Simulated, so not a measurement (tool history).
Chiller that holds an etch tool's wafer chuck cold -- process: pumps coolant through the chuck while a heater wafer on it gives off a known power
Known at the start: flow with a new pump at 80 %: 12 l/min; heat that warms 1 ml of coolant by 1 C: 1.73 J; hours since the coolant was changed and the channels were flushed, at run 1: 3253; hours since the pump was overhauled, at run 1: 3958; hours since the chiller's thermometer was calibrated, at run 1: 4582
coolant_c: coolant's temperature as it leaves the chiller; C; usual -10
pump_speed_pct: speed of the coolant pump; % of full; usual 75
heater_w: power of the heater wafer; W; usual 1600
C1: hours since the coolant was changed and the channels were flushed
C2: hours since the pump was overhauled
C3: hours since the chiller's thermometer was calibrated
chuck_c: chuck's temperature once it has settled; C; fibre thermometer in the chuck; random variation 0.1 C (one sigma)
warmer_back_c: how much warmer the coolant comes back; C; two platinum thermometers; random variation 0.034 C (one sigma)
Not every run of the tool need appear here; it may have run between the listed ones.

{"run": 1, "hour": 0.0, "coolant_c": -10, "pump_speed_pct": 75, "heater_w": 1600, "C1": 3253, "C2": 3958, "C3": 4582, "chuck_c": 10.8, "warmer_back_c": 5.0}
{"run": 2, "hour": 57.8, "coolant_c": -10, "pump_speed_pct": 75, "heater_w": 1600, "C1": 3311, "C2": 4016, "C3": 4640, "chuck_c": 11.0, "warmer_back_c": 5.0}
{"run": 3, "hour": 101.4, "coolant_c": -8, "pump_speed_pct": 75, "heater_w": 1600, "C1": 3355, "C2": 4060, "C3": 4684, "chuck_c": 12.8, "warmer_back_c": 4.95}
{"run": 4, "hour": 196.7, "coolant_c": -8, "pump_speed_pct": 75, "heater_w": 1600, "C1": 3450, "C2": 4155, "C3": 4779, "chuck_c": 12.9, "warmer_back_c": 4.95}
{"run": 5, "hour": 257.7, "coolant_c": -8, "pump_speed_pct": 75, "heater_w": 1600, "C1": 3511, "C2": 4216, "C3": 4840, "chuck_c": 13.0, "warmer_back_c": 4.92}
{"run": 6, "hour": 341.2, "coolant_c": -8, "pump_speed_pct": 75, "heater_w": 1600, "C1": 3595, "C2": 4299, "C3": 4923, "chuck_c": 12.9, "warmer_back_c": 4.95}
{"run": 7, "hour": 421.0, "coolant_c": -8, "pump_speed_pct": 75, "heater_w": 1052, "C1": 3674, "C2": 4379, "C3": 5003, "chuck_c": 5.6, "warmer_back_c": 3.21}
{"run": 8, "hour": 487.7, "coolant_c": -13, "pump_speed_pct": 96, "heater_w": 1642, "C1": 3741, "C2": 4446, "C3": 5070, "chuck_c": 3.8, "warmer_back_c": 3.73}
{"run": 9, "hour": 557.0, "coolant_c": -10, "pump_speed_pct": 75, "heater_w": 1692, "C1": 3810, "C2": 4515, "C3": 5139, "chuck_c": 12.2, "warmer_back_c": 5.12}
{"run": 10, "hour": 619.1, "coolant_c": -8, "pump_speed_pct": 75, "heater_w": 1600, "C1": 3872, "C2": 4577, "C3": 5201, "chuck_c": 12.9, "warmer_back_c": 4.87}
{"run": 11, "hour": 712.3, "coolant_c": -13, "pump_speed_pct": 97, "heater_w": 2075, "C1": 3966, "C2": 4671, "C3": 5295, "chuck_c": 7.9, "warmer_back_c": 4.69}
{"run": 12, "hour": 778.8, "coolant_c": -10, "pump_speed_pct": 97, "heater_w": 930, "C1": 4032, "C2": 4737, "C3": 5361, "chuck_c": -0.8, "warmer_back_c": 2.06}

Each row is a separate what-if for the run after 12, all from the same tool condition, not one after another. Results?
{"run": "A", "hour": 855.4, "coolant_c": -4, "pump_speed_pct": 65, "heater_w": 1600, "C1": 4109, "C2": 4814, "C3": 5438, "chuck_c": "?", "warmer_back_c": "?"}
{"run": "B", "hour": 855.4, "coolant_c": -10, "pump_speed_pct": 95, "heater_w": 950, "C1": 4109, "C2": 4814, "C3": 5438, "chuck_c": "?", "warmer_back_c": "?"}
{"run": "C", "hour": 855.4, "coolant_c": -10, "pump_speed_pct": 75, "heater_w": 992, "C1": 4109, "C2": 4814, "C3": 5438, "chuck_c": "?", "warmer_back_c": "?"}
{"run": "D", "hour": 855.4, "coolant_c": -7, "pump_speed_pct": 62, "heater_w": 2258, "C1": 4109, "C2": 4814, "C3": 5438, "chuck_c": "?", "warmer_back_c": "?"}
{"run": "E", "hour": 855.4, "coolant_c": -10, "pump_speed_pct": 66, "heater_w": 930, "C1": 4109, "C2": 4814, "C3": 5438, "chuck_c": "?", "warmer_back_c": "?"}

run=A chuck_c=20.4 warmer_back_c=5.74
run=B chuck_c=-0.4 warmer_back_c=2.13
run=C chuck_c=2.9 warmer_back_c=2.89
run=D chuck_c=29.0 warmer_back_c=8.66
run=E chuck_c=3.8 warmer_back_c=3.22
Take away the tool's hidden state, keep each run's random variation, and the runs would have read:
run=A chuck_c=20.4 warmer_back_c=5.88
run=B chuck_c=-0.4 warmer_back_c=2.28
run=C chuck_c=2.9 warmer_back_c=3.03
run=D chuck_c=29.0 warmer_back_c=8.80
run=E chuck_c=3.8 warmer_back_c=3.37
